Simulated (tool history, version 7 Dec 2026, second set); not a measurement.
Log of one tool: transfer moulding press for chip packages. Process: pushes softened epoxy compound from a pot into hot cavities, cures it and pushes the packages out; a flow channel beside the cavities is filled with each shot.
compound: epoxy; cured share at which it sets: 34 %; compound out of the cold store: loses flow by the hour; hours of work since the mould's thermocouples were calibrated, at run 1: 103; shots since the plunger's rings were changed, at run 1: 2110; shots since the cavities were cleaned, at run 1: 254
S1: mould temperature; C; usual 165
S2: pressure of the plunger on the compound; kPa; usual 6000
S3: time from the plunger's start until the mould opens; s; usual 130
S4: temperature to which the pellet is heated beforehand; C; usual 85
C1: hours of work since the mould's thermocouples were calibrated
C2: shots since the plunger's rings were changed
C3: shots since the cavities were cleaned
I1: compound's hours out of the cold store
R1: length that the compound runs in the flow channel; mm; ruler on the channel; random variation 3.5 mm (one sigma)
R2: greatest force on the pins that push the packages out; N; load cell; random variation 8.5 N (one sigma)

run   hour   S1    S2   S3  S4   C1    C2   C3    I1   R1   R2
  1      0  165  6000  130  85  103  2110  254  10.7  775  469
  2   21.7  165  6000  130  85  117  2304  448   9.9  765  493
      49.5  -- cavities cleaned with cleaning compound and waxed
  3   64.9  165  6000  130  85  144  2677  138  29.7  725  452
  4  102.6  165  5840  130  85  168  3015  476  13.6  743  500
     126.8  -- cavities cleaned with cleaning compound and waxed
  5    145  165  5840  130  85  194  3381  163  13.3  740  438
  6  170.1  165  6000  130  85  210  3606  388  14.9  748  496
     180.3  -- plunger's sealing rings changed
  7  203.9  159  6000  130  85  231   211  668  25.7  773  707
     209.2  -- cavities cleaned with cleaning compound and waxed
  8  231.6  165  6000  130  94  247   446  201  27.3  749  448
  9  273.7  165  6990  130  85  274   822  577  14.4  835  518
     286.3  -- cavities cleaned with cleaning compound and waxed
 10  299.7  165  6990  130  85  290  1042  120  36.4  779  402
 11  336.3  165  6000  130  92  314  1370  448  29.5  737  492
     365.3  -- cavities cleaned with cleaning compound and waxed
 12  377.2  165  6000  130  92  339  1722  107  33.5  727  422
 13  421.7  165  6000  130  77  368  2120  505  31.3  734  508
     443.5  -- cavities cleaned with cleaning compound and waxed
 14  455.4  165  6000  130  77  388  2408  106  33.6  716  410
 15  500.6  165  6000  130  77  417  2813  511  25.7  728  524
     521.1  -- cavities cleaned with cleaning compound and waxed
 16  521.1  162  6000  130  94  430  2983    0  10.4  769  436
 17  541.2  165  5780  130  82  442  3163  180   8.7  746  467
 18  562.6  165  6390  164  85  456  3354  371  20.3  758  433
 19  593.2  158  4860  164  85  476  3628  645  13.1  694  535
     597.3  -- mould's thermocouples calibrated
     602.6  -- plunger's sealing rings changed
     604.1  -- cavities cleaned with cleaning compound and waxed
 20    638  158  4860  164  85   24   304  304  37.2  682  498
 21  675.7  158  6790  164  87   48   641  641  10.3  867  551
     682.2  -- cavities cleaned with cleaning compound and waxed
 22  722.4  172  5660  130  86   77  1046  360  40.6  689  415
 23  752.6  172  7170  166  78   96  1316  630  34.6  781  464
     757.7  -- mould's thermocouples calibrated, once more
     763.2  -- cavities cleaned with cleaning compound and waxed
 24  779.6  161  6000  130  85   13  1527  147  47.4  710  483
 25  816.8  161  6000  130  85   37  1859  479  46.7  712  593
     840.6  -- cavities cleaned with cleaning compound and waxed
 26    843  169  5980  130  86   53  2081   22  35.7  717  353
 27  887.2  172  4610  130  93   81  2476  417  45.7  599  443
     917.6  -- cavities cleaned with cleaning compound and waxed
 28  928.5  165  6000  165  85  107  2832   97  28.3  727  359
 29  947.2  165  6000  165  85  119  3000  265  32.8  721  389

How the hidden state differs across the entries between the runs, from the last listed run before each to the first after it:
Between runs 2 and 3: cavities cleaned with cleaning compound and waxed (hour 49.5)
  true mould temperature over the reading, C: -0.2 -> -0.24; pressure that reaches the compound, % of what is set: 93.71 -> 92.73; grip of the stained cavities, % over clean ones': 33.2 -> 16.1
  measured less the result without the state, R1: -25 -> -27 mm; R2: +126 -> +64 N
Between runs 4 and 5: cavities cleaned with cleaning compound and waxed (hour 126.8)
  true mould temperature over the reading, C: -0.28 -> -0.31; pressure that reaches the compound, % of what is set: 91.8 -> 90.88; grip of the stained cavities, % over clean ones': 36.9 -> 13.5
  measured less the result without the state, R1: -32 -> -35 mm; R2: +141 -> +56 N
Between runs 6 and 7: plunger's sealing rings changed (hour 180.3)
  true mould temperature over the reading, C: -0.34 -> -0.36; pressure that reaches the compound, % of what is set: 90.29 -> 98.81; grip of the stained cavities, % over clean ones': 28.5 -> 42.1
  measured less the result without the state, R1: -39 -> -3 mm; R2: +115 -> +221 N
Between runs 7 and 8: cavities cleaned with cleaning compound and waxed (hour 209.2)
  true mould temperature over the reading, C: -0.36 -> -0.39; pressure that reaches the compound, % of what is set: 98.81 -> 98.15; grip of the stained cavities, % over clean ones': 42.1 -> 16.3
  measured less the result without the state, R1: -3 -> -6 mm; R2: +221 -> +66 N
Between runs 9 and 10: cavities cleaned with cleaning compound and waxed (hour 286.3)
  true mould temperature over the reading, C: -0.43 -> -0.45; pressure that reaches the compound, % of what is set: 97.13 -> 96.52; grip of the stained cavities, % over clean ones': 38.4 -> 10.3
  measured less the result without the state, R1: -11 -> -13 mm; R2: +148 -> +42 N
Between runs 11 and 12: cavities cleaned with cleaning compound and waxed (hour 365.3)
  true mould temperature over the reading, C: -0.49 -> -0.52; pressure that reaches the compound, % of what is set: 95.62 -> 94.73; grip of the stained cavities, % over clean ones': 31.3 -> 10.3
  measured less the result without the state, R1: -15 -> -19 mm; R2: +122 -> +45 N
Between runs 13 and 14: cavities cleaned with cleaning compound and waxed (hour 443.5)
  true mould temperature over the reading, C: -0.56 -> -0.59; pressure that reaches the compound, % of what is set: 93.7 -> 92.99; grip of the stained cavities, % over clean ones': 35.2 -> 10.7
  measured less the result without the state, R1: -23 -> -25 mm; R2: +138 -> +47 N
Between runs 15 and 16: cavities cleaned with cleaning compound and waxed (hour 521.1)
  true mould temperature over the reading, C: -0.63 -> -0.65; pressure that reaches the compound, % of what is set: 91.9 -> 91.45; grip of the stained cavities, % over clean ones': 36.1 -> 1.6
  measured less the result without the state, R1: -29 -> -33 mm; R2: +147 -> +20 N
Between runs 19 and 20: mould's thermocouples calibrated (hour 597.3); plunger's sealing rings changed (hour 602.6); cavities cleaned with cleaning compound and waxed (hour 604.1)
  true mould temperature over the reading, C: -0.72 -> -0.9; pressure that reaches the compound, % of what is set: 89.74 -> 99.1; grip of the stained cavities, % over clean ones': 41.9 -> 25.1
  measured less the result without the state, R1: -36 -> -1 mm; R2: +168 -> +110 N
Between runs 21 and 22: cavities cleaned with cleaning compound and waxed (hour 682.2)
  true mould temperature over the reading, C: -0.93 -> -0.97; pressure that reaches the compound, % of what is set: 98.14 -> 97.16; grip of the stained cavities, % over clean ones': 41.7 -> 28.1
  measured less the result without the state, R1: -5 -> -8 mm; R2: +173 -> +94 N
Between runs 23 and 24: mould's thermocouples calibrated, once more (hour 757.7); cavities cleaned with cleaning compound and waxed (hour 763.2)
  true mould temperature over the reading, C: -0.99 -> 0.01; pressure that reaches the compound, % of what is set: 96.5 -> 95.96; grip of the stained cavities, % over clean ones': 40.9 -> 14.6
  measured less the result without the state, R1: -11 -> -15 mm; R2: +135 -> +61 N
Between runs 25 and 26: cavities cleaned with cleaning compound and waxed (hour 840.6)
  true mould temperature over the reading, C: -0.03 -> -0.05; pressure that reaches the compound, % of what is set: 95.01 -> 94.43; grip of the stained cavities, % over clean ones': 35.1 -> 5.7
  measured less the result without the state, R1: -19 -> -21 mm; R2: +153 -> +19 N
Between runs 27 and 28: cavities cleaned with cleaning compound and waxed (hour 917.6)
  true mould temperature over the reading, C: -0.08 -> -0.12; pressure that reaches the compound, % of what is set: 93.37 -> 92.36; grip of the stained cavities, % over clean ones': 32.6 -> 8.4
  measured less the result without the state, R1: -21 -> -29 mm; R2: +109 -> +29 N

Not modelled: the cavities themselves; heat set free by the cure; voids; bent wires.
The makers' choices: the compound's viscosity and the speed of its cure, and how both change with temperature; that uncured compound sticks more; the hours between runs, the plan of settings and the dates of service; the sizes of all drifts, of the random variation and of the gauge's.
